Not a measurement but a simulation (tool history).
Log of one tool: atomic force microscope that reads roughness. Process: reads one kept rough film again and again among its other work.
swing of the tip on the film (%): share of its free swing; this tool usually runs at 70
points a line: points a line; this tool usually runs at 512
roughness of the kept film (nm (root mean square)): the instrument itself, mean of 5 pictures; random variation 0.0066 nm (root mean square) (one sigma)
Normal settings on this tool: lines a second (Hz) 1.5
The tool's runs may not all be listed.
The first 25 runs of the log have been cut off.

| run | hour | lines a second (Hz) | swing of the tip on the film (%) | points a line | roughness of the kept film (nm (root mean square)) |
|---|---|---|---|---|---|
|  | 1214.4 | new tip fitted |
|  | 1227.4 | height scale calibrated on a step standard |
| 26 | 1238 | 0.61 | 70 | 512 | 1.095 |
|  | 1254.1 | new tip fitted |
|  | 1291.3 | new tip fitted |
| 27 | 1294.3 | 0.91 | 66 | 602 | 1.291 |
|  | 1328 | new tip fitted |
| 28 | 1347.7 | 0.91 | 66 | 602 | 1.103 |
|  | 1366.8 | new tip fitted |
| 29 | 1398.1 | 2.96 | 60 | 512 | 0.982 |
|  | 1403 | new tip fitted |
| 30 | 1432.6 | 3.7 | 62 | 559 | 0.978 |
|  | 1442.1 | new tip fitted |
| 31 | 1473.4 | 3.7 | 62 | 559 | 0.98 |
|  | 1478.4 | new tip fitted |
| 32 | 1503.2 | 3.7 | 62 | 559 | 0.995 |
|  | 1515 | new tip fitted |
| 33 | 1549.4 | 1.5 | 78 | 512 | 0.921 |
|  | 1553.4 | new tip fitted |
|  | 1589.9 | new tip fitted |
| 34 | 1609.7 | 0.5 | 60 | 583 | 1.142 |
|  | 1625.5 | new tip fitted |
| 35 | 1653.7 | 0.5 | 60 | 541 | 1.022 |
|  | 1664.8 | new tip fitted |
| 36 | 1687 | 0.59 | 77 | 497 | 1.096 |
|  | 1702 | new tip fitted |
|  | 1738.3 | new tip fitted |
| 37 | 1752.3 | 0.79 | 74 | 512 | 1.158 |
|  | 1775.9 | new tip fitted |
| 38 | 1806.1 | 1.5 | 59 | 459 | 1.029 |
|  | 1814.3 | new tip fitted |
|  | 1851.1 | new tip fitted |
| 39 | 1864.6 | 0.65 | 60 | 714 | 1.156 |

Forecast each of these 5 alternatives for the next run:
|  | 1887 | new tip fitted |
| A | 1920.2 | 1.86 | 60 | 331 | ? |
|  | 1887 | new tip fitted |
| B | 1920.2 | 1.02 | 83 | 512 | ? |
|  | 1887 | new tip fitted |
| C | 1920.2 | 0.65 | 76 | 714 | ? |
|  | 1887 | new tip fitted |
| D | 1920.2 | 0.79 | 61 | 714 | ? |
|  | 1887 | new tip fitted |
| E | 1920.2 | 0.65 | 60 | 268 | ? |

| run | roughness of the kept film (nm (root mean square)) |
|---|---|
| A | 0.961 |
| B | 0.967 |
| C | 1 |
| D | 1.005 |
| E | 0.984 |
With the hidden condition removed and each run's random variation left untouched, the same runs would have given:
| run | roughness of the kept film (nm (root mean square)) |
|---|---|
| A | 1.288 |
| B | 1.291 |
| C | 1.335 |
| D | 1.344 |
| E | 1.313 |
